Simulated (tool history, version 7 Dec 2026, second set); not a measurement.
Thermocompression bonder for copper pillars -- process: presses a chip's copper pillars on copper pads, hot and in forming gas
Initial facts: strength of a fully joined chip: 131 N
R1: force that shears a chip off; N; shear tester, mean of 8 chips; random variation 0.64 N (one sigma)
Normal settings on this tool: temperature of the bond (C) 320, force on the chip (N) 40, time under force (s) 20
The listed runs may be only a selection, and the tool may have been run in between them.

{"run": 1, "hour": 0.0, "temperature of the bond (C)": 320, "force on the chip (N)": 40, "time under force (s)": 20, "R1": 63.9}
{"run": 2, "hour": 62.5, "temperature of the bond (C)": 320, "force on the chip (N)": 40, "time under force (s)": 20, "R1": 71.7}
{"run": 3, "hour": 89.9, "temperature of the bond (C)": 320, "force on the chip (N)": 40, "time under force (s)": 20, "R1": 70.8}
{"run": 4, "hour": 139.3, "temperature of the bond (C)": 339, "force on the chip (N)": 40, "time under force (s)": 20, "R1": 81.5}
{"run": 5, "hour": 196.7, "temperature of the bond (C)": 339, "force on the chip (N)": 40, "time under force (s)": 20, "R1": 81.7}
{"run": 6, "hour": 230.6, "temperature of the bond (C)": 339, "force on the chip (N)": 40, "time under force (s)": 20, "R1": 80}
{"run": 7, "hour": 270.7, "temperature of the bond (C)": 339, "force on the chip (N)": 40, "time under force (s)": 20, "R1": 80.2}
{"run": 8, "hour": 303.9, "temperature of the bond (C)": 320, "force on the chip (N)": 40, "time under force (s)": 20, "R1": 68.6}
{"run": 9, "hour": 363.5, "temperature of the bond (C)": 320, "force on the chip (N)": 40, "time under force (s)": 20, "R1": 68.6}
{"run": 10, "hour": 390.5, "temperature of the bond (C)": 320, "force on the chip (N)": 45, "time under force (s)": 20, "R1": 74}
{"run": 11, "hour": 424.9, "temperature of the bond (C)": 320, "force on the chip (N)": 45, "time under force (s)": 20, "R1": 72.7}
{"run": 12, "hour": 467.0, "temperature of the bond (C)": 320, "force on the chip (N)": 45, "time under force (s)": 20, "R1": 71.6}
{"run": 13, "hour": 508.3, "temperature of the bond (C)": 320, "force on the chip (N)": 40, "time under force (s)": 20, "R1": 65.9}
{"run": 14, "hour": 556.1, "temperature of the bond (C)": 320, "force on the chip (N)": 40, "time under force (s)": 20, "R1": 64.9}
{"run": 15, "hour": 616.3, "temperature of the bond (C)": 320, "force on the chip (N)": 40, "time under force (s)": 36, "R1": 85.5}
{"run": 16, "hour": 654.0, "temperature of the bond (C)": 320, "force on the chip (N)": 40, "time under force (s)": 36, "R1": 85.4}
{"run": 17, "hour": 715.5, "temperature of the bond (C)": 320, "force on the chip (N)": 40, "time under force (s)": 36, "R1": 85.3}
{"run": 18, "hour": 775.3, "temperature of the bond (C)": 320, "force on the chip (N)": 33, "time under force (s)": 20, "R1": 58.5}
{"run": 19, "hour": 814.3, "temperature of the bond (C)": 323, "force on the chip (N)": 51, "time under force (s)": 20, "R1": 85.2}
{"run": 20, "hour": 849.3, "temperature of the bond (C)": 323, "force on the chip (N)": 51, "time under force (s)": 20, "R1": 82.9}
{"run": 21, "hour": 879.1, "temperature of the bond (C)": 311, "force on the chip (N)": 45, "time under force (s)": 31, "R1": 80.3}
{"run": 22, "hour": 904.3, "temperature of the bond (C)": 345, "force on the chip (N)": 32, "time under force (s)": 12, "R1": 57.8}
{"run": 23, "hour": 963.7, "temperature of the bond (C)": 345, "force on the chip (N)": 32, "time under force (s)": 12, "R1": 57.3}
{"run": 24, "hour": 1020.1, "temperature of the bond (C)": 322, "force on the chip (N)": 41, "time under force (s)": 37, "R1": 82.9}
{"run": 25, "hour": 1076.1, "temperature of the bond (C)": 322, "force on the chip (N)": 41, "time under force (s)": 37, "R1": 81.7}
{"run": 26, "hour": 1138.0, "temperature of the bond (C)": 320, "force on the chip (N)": 53, "time under force (s)": 18, "R1": 86.6}

Between the runs listed above, the log contained 6 entries, not reproduced here. Where in the sequence does each belong, and how does what the log doesn't record of the tool's condition differ from the listed run before to the listed run after?
In the gap between runs 1 and 2: forming gas filter changed (hour 9.7)
  true temperature of the bond over the reading, C: 2.5 -> 2.7; force that reaches the chip, % of what is set: 98.5 -> 98.4; oxide that the forming gas leaves, % of the face: 11.25 -> 1.57
  measured minus no-state result, R1: -7.1 -> +0 N
In the gap between runs 14 and 15: forming gas filter changed (hour 564.9)
  true temperature of the bond over the reading, C: 4.4 -> 4.6; oxide that the forming gas leaves, % of the face: 11.54 -> 1.63
  measured minus no-state result, R1: -6.7 -> +0.5 N
In the gap between runs 17 and 18: force cell calibrated (hour 721.9)
  true temperature of the bond over the reading, C: 4.9 -> 5.1; force that reaches the chip, % of what is set: 97.8 -> 96.9; oxide that the forming gas leaves, % of the face: 3.73 -> 4.9
  measured minus no-state result, R1: -1.2 -> -1.6 N
In the gap between runs 23 and 24: force cell calibrated, once more (hour 991.3)
  true temperature of the bond over the reading, C: 5.7 -> 5.9; force that reaches the chip, % of what is set: 96.7 -> 99.7; oxide that the forming gas leaves, % of the face: 8.61 -> 9.77
  measured minus no-state result, R1: -3.9 -> -5.1 N
In the gap between runs 24 and 25: heater calibrated with a thermocouple chip (hour 1037.4)
  true temperature of the bond over the reading, C: 5.9 -> 1.8; oxide that the forming gas leaves, % of the face: 9.77 -> 10.84
  measured minus no-state result, R1: -5.1 -> -8.5 N
In the gap between runs 25 and 26: forming gas filter changed (hour 1127.9)
  true temperature of the bond over the reading, C: 1.8 -> 2; force that reaches the chip, % of what is set: 99.7 -> 99.6; oxide that the forming gas leaves, % of the face: 10.84 -> 0.86
  measured minus no-state result, R1: -8.5 -> +0.7 N

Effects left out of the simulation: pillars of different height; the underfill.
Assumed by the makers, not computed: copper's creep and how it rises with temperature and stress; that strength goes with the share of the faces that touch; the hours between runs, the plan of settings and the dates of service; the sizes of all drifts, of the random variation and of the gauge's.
